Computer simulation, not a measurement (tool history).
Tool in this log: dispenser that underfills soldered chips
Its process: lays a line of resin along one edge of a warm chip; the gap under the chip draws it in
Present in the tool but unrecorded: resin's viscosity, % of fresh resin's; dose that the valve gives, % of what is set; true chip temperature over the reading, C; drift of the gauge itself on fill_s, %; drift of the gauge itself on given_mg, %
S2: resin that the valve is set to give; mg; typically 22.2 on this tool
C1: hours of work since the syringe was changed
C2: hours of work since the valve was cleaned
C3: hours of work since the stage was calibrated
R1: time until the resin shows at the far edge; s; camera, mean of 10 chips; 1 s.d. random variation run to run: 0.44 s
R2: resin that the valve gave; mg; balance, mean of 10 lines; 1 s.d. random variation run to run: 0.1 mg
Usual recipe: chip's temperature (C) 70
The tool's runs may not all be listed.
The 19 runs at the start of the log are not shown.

Run 20, hour 80.2: usual settings but chip's temperature (C) 59, S2 22.3 mg; C1 6; C2 128; C3 130. Result: R1 83.4 s, R2 20.94 mg.
At hour 83.1: new syringe of resin.
At hour 86.2: dispensing valve cleaned and set on the balance.
Run 21, hour 86.2: usual settings but chip's temperature (C) 59, S2 22.3 mg; C1 2; C2 0; C3 134. Result: R1 59.3 s, R2 22.34 mg.
Run 22, hour 90.9: usual settings but chip's temperature (C) 78, S2 24.1 mg; C1 5; C2 3; C3 137. Result: R1 33.6 s, R2 24.01 mg.
At hour 95.5: new syringe of resin.
Run 23, hour 95.5: usual settings but chip's temperature (C) 81, S2 28.0 mg; C1 0; C2 7; C3 140. Result: R1 20.4 s, R2 28.07 mg.
Run 24, hour 100.4: usual settings but chip's temperature (C) 62, S2 28.2 mg; C1 4; C2 10; C3 144. Result: R1 57.2 s, R2 27.92 mg.
Run 25, hour 104.4: usual settings but chip's temperature (C) 57, S2 21.6 mg; C1 7; C2 13; C3 147. Result: R1 89.3 s, R2 21.40 mg.
At hour 106.8: new syringe of resin.
Run 26, hour 110.1: usual settings but chip's temperature (C) 67, S2 21.5 mg; C1 2; C2 17; C3 151. Result: R1 45.8 s, R2 21.24 mg.
Run 27, hour 112.6: usual settings but chip's temperature (C) 57, S2 20.9 mg; C1 4; C2 19; C3 153. Result: R1 81.0 s, R2 20.66 mg.
Run 28, hour 117.6: usual settings but chip's temperature (C) 72, S2 19.8 mg; C1 8; C2 23; C3 156. Result: R1 53.5 s, R2 19.51 mg.
At hour 118.3: new syringe of resin.
Run 29, hour 121.5: usual settings but chip's temperature (C) 62, S2 19.1 mg; C1 2; C2 25; C3 159. Result: R1 56.8 s, R2 18.84 mg.
Run 30, hour 126.5: usual settings but chip's temperature (C) 63; C1 6; C2 29; C3 163. Result: R1 66.1 s, R2 21.89 mg.
At hour 129.8: new syringe of resin.
Run 31, hour 130.0: usual settings but chip's temperature (C) 83, S2 19.9 mg; C1 0; C2 31; C3 165. Result: R1 20.9 s, R2 19.58 mg.

Predict each of these 4 candidate next runs independently; none follows another, all start after run 31:
Run A, hour 134.0: usual settings but chip's temperature (C) 72; C1 3; C2 34; C3 168. Result: R1 ?, R2 ?.
Run B, hour 134.0: usual settings but chip's temperature (C) 69, S2 28.2 mg; C1 3; C2 34; C3 168. Result: R1 ?, R2 ?.
Run C, hour 134.0: usual settings but chip's temperature (C) 75, S2 20.7 mg; C1 3; C2 34; C3 168. Result: R1 ?, R2 ?.
Run D, hour 134.0: usual settings but chip's temperature (C) 58, S2 27.9 mg; C1 3; C2 34; C3 168. Result: R1 ?, R2 ?.

run    R1     R2
  A  37.9  21.74
  B  40.3  27.90
  C  33.3  20.39
  D  68.8  27.45
With no hidden state in the tool, these same runs would have given:
run    R1     R2
  A  29.7  22.14
  B  31.5  28.41
  C  26.0  20.77
  D  53.9  27.95
